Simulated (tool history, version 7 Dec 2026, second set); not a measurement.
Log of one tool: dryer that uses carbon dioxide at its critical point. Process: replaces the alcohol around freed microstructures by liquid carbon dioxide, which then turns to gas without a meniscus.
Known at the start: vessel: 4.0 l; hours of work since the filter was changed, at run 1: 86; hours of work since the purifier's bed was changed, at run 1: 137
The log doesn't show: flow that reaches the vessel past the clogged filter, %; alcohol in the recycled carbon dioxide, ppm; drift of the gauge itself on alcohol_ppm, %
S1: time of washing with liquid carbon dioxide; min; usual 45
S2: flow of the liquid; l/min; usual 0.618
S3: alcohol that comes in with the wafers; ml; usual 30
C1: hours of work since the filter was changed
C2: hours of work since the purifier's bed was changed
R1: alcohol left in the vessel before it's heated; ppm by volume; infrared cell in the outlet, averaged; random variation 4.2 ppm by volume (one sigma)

run	hour	S1	S2	S3	C1	C2	R1
1	0.0	45	0.618	30	86	137	57
2	9.8	45	0.618	30	90	141	55
3	20.7	45	0.618	30	95	146	55
4	25.9	45	0.618	30	97	148	59
5	32.8	45	0.618	30	100	151	57
6	42.6	33	0.618	30	104	155	197
7	51.3	46	0.618	30	108	158	57
8	56.8	45	0.638	30	110	161	58
9	65.7	45	0.638	30	114	164	51
10	72.3	45	0.638	30	117	167	51
11	77.3	45	0.618	40	119	169	80
12	87.1	45	0.618	40	123	173	84
13	93.9	45	0.407	30	126	176	266
14	104.0	45	0.407	30	130	181	276
15	108.9	48	0.925	32	132	183	9
16	117.0	48	0.925	32	135	186	9
17	123.1	48	0.925	32	138	189	8
18	129.3	29	0.871	95	141	191	285
19	139.4	29	0.871	95	145	195	293
20	148.7	49	0.579	103	149	199	164
21	156.9	28	0.725	40	152	203	291
22	163.0	28	0.725	40	155	205	282
23	171.4	31	0.774	40	158	209	151
24	182.8	42	0.928	27	163	214	23
25	189.4	42	0.928	27	166	216	19
26	200.5	49	0.618	30	171	221	47

Forecast each of these 3 alternatives for the next run:
A	209.1	67	0.618	30	174	225	?
B	209.1	32	0.648	52	174	225	?
C	209.1	36	0.618	54	174	225	?

run	R1
A	16
B	338
C	268
Without the tool's hidden state the same runs would have given:
run	R1
A	8
B	272
C	211
